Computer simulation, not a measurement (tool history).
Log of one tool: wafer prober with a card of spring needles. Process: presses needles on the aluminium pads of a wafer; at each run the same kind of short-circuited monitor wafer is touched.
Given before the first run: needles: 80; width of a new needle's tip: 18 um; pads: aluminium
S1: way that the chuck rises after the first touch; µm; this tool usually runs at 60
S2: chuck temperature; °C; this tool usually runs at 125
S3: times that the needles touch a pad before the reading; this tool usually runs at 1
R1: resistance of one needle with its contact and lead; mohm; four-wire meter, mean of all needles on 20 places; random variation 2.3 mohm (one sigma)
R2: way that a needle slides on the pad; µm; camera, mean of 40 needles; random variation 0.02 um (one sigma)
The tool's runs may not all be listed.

Run 1, hour 0.0: usual settings. Result: R1 302 mohm, R2 9.67 µm.
At hour 22.2: tips cleaned on abrasive film.
At hour 57.2: tips cleaned on abrasive film.
Run 2, hour 59.8: usual settings. Result: R1 274 mohm, R2 9.68 µm.
At hour 92.1: tips cleaned on abrasive film.
Run 3, hour 103.0: usual settings. Result: R1 301 mohm, R2 9.64 µm.
At hour 126.6: tips cleaned on abrasive film.
Run 4, hour 147.6: usual settings. Result: R1 311 mohm, R2 9.63 µm.
At hour 163.4: tips cleaned on abrasive film.
Run 5, hour 180.3: usual settings but S1 52 µm. Result: R1 325 mohm, R2 8.34 µm.
At hour 194.9: tips cleaned on abrasive film.
Run 6, hour 213.9: usual settings. Result: R1 305 mohm, R2 9.62 µm.
At hour 229.0: tips cleaned on abrasive film.
At hour 260.6: tips cleaned on abrasive film.
Run 7, hour 264.8: usual settings but S1 54 µm. Result: R1 290 mohm, R2 8.64 µm.
At hour 292.4: tips cleaned on abrasive film.
Run 8, hour 313.7: usual settings but S1 54 µm. Result: R1 323 mohm, R2 8.66 µm.
At hour 324.1: tips cleaned on abrasive film.
At hour 328.9: height of the first contact set anew.
At hour 360.1: tips cleaned on abrasive film.
Run 9, hour 368.1: usual settings. Result: R1 293 mohm, R2 9.79 µm.
At hour 391.7: tips cleaned on abrasive film.
Run 10, hour 406.9: usual settings. Result: R1 300 mohm, R2 9.78 µm.
At hour 424.0: tips cleaned on abrasive film.
Run 11, hour 435.1: usual settings but S3 2. Result: R1 279 mohm, R2 9.78 µm.
At hour 456.1: tips cleaned on abrasive film.
At hour 488.4: tips cleaned on abrasive film.
Run 12, hour 488.4: usual settings but S3 2. Result: R1 257 mohm, R2 9.74 µm.
At hour 525.2: tips cleaned on abrasive film.
Run 13, hour 546.9: usual settings but S3 2. Result: R1 290 mohm, R2 9.75 µm.
At hour 557.5: tips cleaned on abrasive film.
At hour 589.9: tips cleaned on abrasive film.
Run 14, hour 600.7: usual settings but S3 2. Result: R1 283 mohm, R2 9.72 µm.
At hour 625.0: tips cleaned on abrasive film.
Run 15, hour 642.7: usual settings but S1 44 µm, S3 2. Result: R1 315 mohm, R2 7.13 µm.
At hour 659.0: tips cleaned on abrasive film.
Run 16, hour 685.1: usual settings but S1 62 µm, S2 46 °C, S3 3. Result: R1 253 mohm, R2 10.02 µm.
At hour 693.2: tips cleaned on abrasive film.
At hour 727.9: tips cleaned on abrasive film.
Run 17, hour 741.1: usual settings but S1 62 µm, S2 46 °C, S3 3. Result: R1 253 mohm, R2 10.00 µm.
At hour 761.5: tips cleaned on abrasive film.
Run 18, hour 779.1: usual settings but S1 62 µm, S2 46 °C, S3 3. Result: R1 255 mohm, R2 10.04 µm.
At hour 792.9: tips cleaned on abrasive film.
Run 19, hour 809.7: usual settings but S1 62 µm, S2 45 °C. Result: R1 288 mohm, R2 10.03 µm.
At hour 826.1: tips cleaned on abrasive film.
Run 20, hour 838.4: usual settings but S1 62 µm, S2 45 °C. Result: R1 280 mohm, R2 10.01 µm.
At hour 859.8: tips cleaned on abrasive film.
Run 21, hour 881.7: usual settings but S1 62 µm, S2 45 °C. Result: R1 292 mohm, R2 10.03 µm.
At hour 892.8: tips cleaned on abrasive film.
Run 22, hour 919.6: usual settings but S1 50 µm, S2 26 °C, S3 2. Result: R1 288 mohm, R2 8.05 µm.

Predict the results of run 23:
At hour 925.0: tips cleaned on abrasive film.
Run 23, hour 944.1: usual settings but S1 46 µm, S2 79 °C. Result: R1 ?, R2 ?.

For run 23 the tool returned R1 344 mohm, R2 7.36 µm.
Minus the tool's unlogged condition, the same run would have read R1 253 mohm, R2 7.48 µm.
